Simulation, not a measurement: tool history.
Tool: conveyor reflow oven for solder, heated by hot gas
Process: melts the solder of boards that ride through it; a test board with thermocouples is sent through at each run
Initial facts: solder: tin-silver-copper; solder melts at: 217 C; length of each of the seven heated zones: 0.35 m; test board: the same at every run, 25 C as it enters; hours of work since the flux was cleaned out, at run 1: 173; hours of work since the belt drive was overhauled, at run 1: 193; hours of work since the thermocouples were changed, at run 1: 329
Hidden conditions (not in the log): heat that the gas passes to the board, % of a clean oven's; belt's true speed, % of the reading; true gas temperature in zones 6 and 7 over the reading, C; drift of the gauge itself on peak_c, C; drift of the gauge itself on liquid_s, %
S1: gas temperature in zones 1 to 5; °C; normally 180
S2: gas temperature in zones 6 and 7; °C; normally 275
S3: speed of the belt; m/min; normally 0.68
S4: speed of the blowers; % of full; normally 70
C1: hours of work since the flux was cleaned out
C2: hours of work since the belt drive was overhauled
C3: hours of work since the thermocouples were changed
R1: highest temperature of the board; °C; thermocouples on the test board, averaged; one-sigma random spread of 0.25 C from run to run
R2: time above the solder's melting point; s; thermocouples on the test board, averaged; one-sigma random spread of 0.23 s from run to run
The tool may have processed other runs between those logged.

{"run": 1, "hour": 0.0, "S1": 180, "S2": 275, "S3": 0.68, "S4": 70, "C1": 173, "C2": 193, "C3": 329, "R1": 255.8, "R2": 49.5}
{"run": 2, "hour": 8.9, "S1": 180, "S2": 275, "S3": 0.68, "S4": 56, "C1": 179, "C2": 198, "C3": 335, "R1": 251.7, "R2": 45.9}
{"run": 3, "hour": 14.4, "S1": 180, "S2": 275, "S3": 0.68, "S4": 56, "C1": 182, "C2": 202, "C3": 338, "R1": 251.8, "R2": 45.8}
{"run": 4, "hour": 22.1, "S1": 180, "S2": 275, "S3": 0.68, "S4": 56, "C1": 187, "C2": 207, "C3": 343, "R1": 250.9, "R2": 45.7}
{"run": 5, "hour": 31.0, "S1": 180, "S2": 266, "S3": 0.68, "S4": 70, "C1": 192, "C2": 212, "C3": 348, "R1": 247.5, "R2": 44.9}
{"run": 6, "hour": 35.1, "S1": 180, "S2": 266, "S3": 0.68, "S4": 70, "C1": 195, "C2": 215, "C3": 351, "R1": 247.4, "R2": 44.7}
{"run": 7, "hour": 39.0, "S1": 180, "S2": 266, "S3": 0.68, "S4": 70, "C1": 197, "C2": 217, "C3": 353, "R1": 248.2, "R2": 44.9}
{"run": 8, "hour": 43.5, "S1": 180, "S2": 266, "S3": 0.68, "S4": 70, "C1": 200, "C2": 220, "C3": 356, "R1": 248, "R2": 44.1}
{"run": 9, "hour": 48.8, "S1": 180, "S2": 266, "S3": 0.68, "S4": 70, "C1": 203, "C2": 223, "C3": 359, "R1": 248.3, "R2": 44.5}
{"run": 10, "hour": 53.5, "S1": 190, "S2": 275, "S3": 0.68, "S4": 70, "C1": 206, "C2": 226, "C3": 362, "R1": 257.4, "R2": 53.8}
{"run": 11, "hour": 60.2, "S1": 190, "S2": 275, "S3": 0.68, "S4": 70, "C1": 210, "C2": 230, "C3": 366, "R1": 258.1, "R2": 53.7}
{"run": 12, "hour": 68.9, "S1": 190, "S2": 275, "S3": 0.616, "S4": 70, "C1": 216, "C2": 235, "C3": 372, "R1": 260.9, "R2": 61.2}
{"run": 13, "hour": 75.0, "S1": 180, "S2": 275, "S3": 0.68, "S4": 70, "C1": 220, "C2": 239, "C3": 375, "R1": 255.4, "R2": 48.8}
{"run": 14, "hour": 80.5, "S1": 180, "S2": 263, "S3": 0.68, "S4": 70, "C1": 223, "C2": 243, "C3": 379, "R1": 245.2, "R2": 42.7}
{"run": 15, "hour": 85.0, "S1": 180, "S2": 275, "S3": 0.68, "S4": 70, "C1": 226, "C2": 245, "C3": 382, "R1": 255.1, "R2": 48.9}
{"run": 16, "hour": 93.5, "S1": 180, "S2": 275, "S3": 0.68, "S4": 70, "C1": 231, "C2": 251, "C3": 387, "R1": 255.5, "R2": 48.9}
{"run": 17, "hour": 97.3, "S1": 180, "S2": 285, "S3": 0.68, "S4": 69, "C1": 233, "C2": 253, "C3": 389, "R1": 263.6, "R2": 53.3}
{"run": 18, "hour": 103.1, "S1": 188, "S2": 276, "S3": 0.729, "S4": 64, "C1": 237, "C2": 257, "C3": 393, "R1": 254.1, "R2": 46.6}
{"run": 19, "hour": 111.6, "S1": 180, "S2": 279, "S3": 0.658, "S4": 70, "C1": 242, "C2": 262, "C3": 398, "R1": 259.8, "R2": 53.2}
{"run": 20, "hour": 116.7, "S1": 180, "S2": 279, "S3": 0.658, "S4": 70, "C1": 245, "C2": 265, "C3": 401, "R1": 259.9, "R2": 53.9}
{"run": 21, "hour": 124.4, "S1": 186, "S2": 276, "S3": 0.64, "S4": 88, "C1": 250, "C2": 270, "C3": 406, "R1": 262.7, "R2": 58.8}
{"run": 22, "hour": 128.9, "S1": 186, "S2": 276, "S3": 0.64, "S4": 88, "C1": 253, "C2": 273, "C3": 409, "R1": 263.1, "R2": 59.2}
{"run": 23, "hour": 135.4, "S1": 177, "S2": 274, "S3": 0.745, "S4": 70, "C1": 257, "C2": 277, "C3": 413, "R1": 250.6, "R2": 40.1}
{"run": 24, "hour": 140.1, "S1": 179, "S2": 288, "S3": 0.783, "S4": 52, "C1": 260, "C2": 279, "C3": 415, "R1": 252.4, "R2": 39.1}
{"run": 25, "hour": 144.6, "S1": 179, "S2": 284, "S3": 0.783, "S4": 52, "C1": 263, "C2": 282, "C3": 418, "R1": 249.2, "R2": 37.5}
{"run": 26, "hour": 153.4, "S1": 182, "S2": 278, "S3": 0.715, "S4": 84, "C1": 268, "C2": 288, "C3": 424, "R1": 259.4, "R2": 49.7}
{"run": 27, "hour": 159.2, "S1": 182, "S2": 278, "S3": 0.715, "S4": 84, "C1": 272, "C2": 291, "C3": 427, "R1": 259.8, "R2": 49.8}
{"run": 28, "hour": 165.9, "S1": 180, "S2": 265, "S3": 0.68, "S4": 84, "C1": 276, "C2": 295, "C3": 431, "R1": 249.9, "R2": 46.9}
{"run": 29, "hour": 170.9, "S1": 168, "S2": 275, "S3": 0.748, "S4": 70, "C1": 279, "C2": 298, "C3": 435, "R1": 248.5, "R2": 36.9}
{"run": 30, "hour": 178.6, "S1": 174, "S2": 275, "S3": 0.727, "S4": 70, "C1": 284, "C2": 303, "C3": 439, "R1": 251.2, "R2": 41.5}
{"run": 31, "hour": 185.3, "S1": 174, "S2": 289, "S3": 0.727, "S4": 56, "C1": 288, "C2": 307, "C3": 443, "R1": 257.6, "R2": 44.3}
{"run": 32, "hour": 192.2, "S1": 184, "S2": 287, "S3": 0.762, "S4": 58, "C1": 292, "C2": 312, "C3": 448, "R1": 256.9, "R2": 44.9}

Each run again, without the hidden state but with its own random variation kept:
run=1 R1=256.5 R2=49.9
run=2 R1=252.3 R2=46.3
run=3 R1=252.5 R2=46.2
run=4 R1=251.5 R2=46.1
run=5 R1=248.2 R2=45.4
run=6 R1=248.1 R2=45.3
run=7 R1=248.9 R2=45.4
run=8 R1=248.7 R2=44.6
run=9 R1=249 R2=45
run=10 R1=258.1 R2=54.1
run=11 R1=258.8 R2=54
run=12 R1=261.5 R2=61.3
run=13 R1=256.2 R2=49.2
run=14 R1=246 R2=43.4
run=15 R1=256 R2=49.3
run=16 R1=256.4 R2=49.4
run=17 R1=264.6 R2=53.5
run=18 R1=254.9 R2=47
run=19 R1=260.7 R2=53.5
run=20 R1=260.9 R2=54.2
run=21 R1=263.6 R2=58.9
run=22 R1=264 R2=59.3
run=23 R1=251.7 R2=40.9
run=24 R1=253.5 R2=39.7
run=25 R1=250.3 R2=38.2
run=26 R1=260.6 R2=50.1
run=27 R1=261 R2=50.3
run=28 R1=250.9 R2=47.6
run=29 R1=249.9 R2=37.9
run=30 R1=252.5 R2=42.3
run=31 R1=258.8 R2=44.9
run=32 R1=258.1 R2=45.5
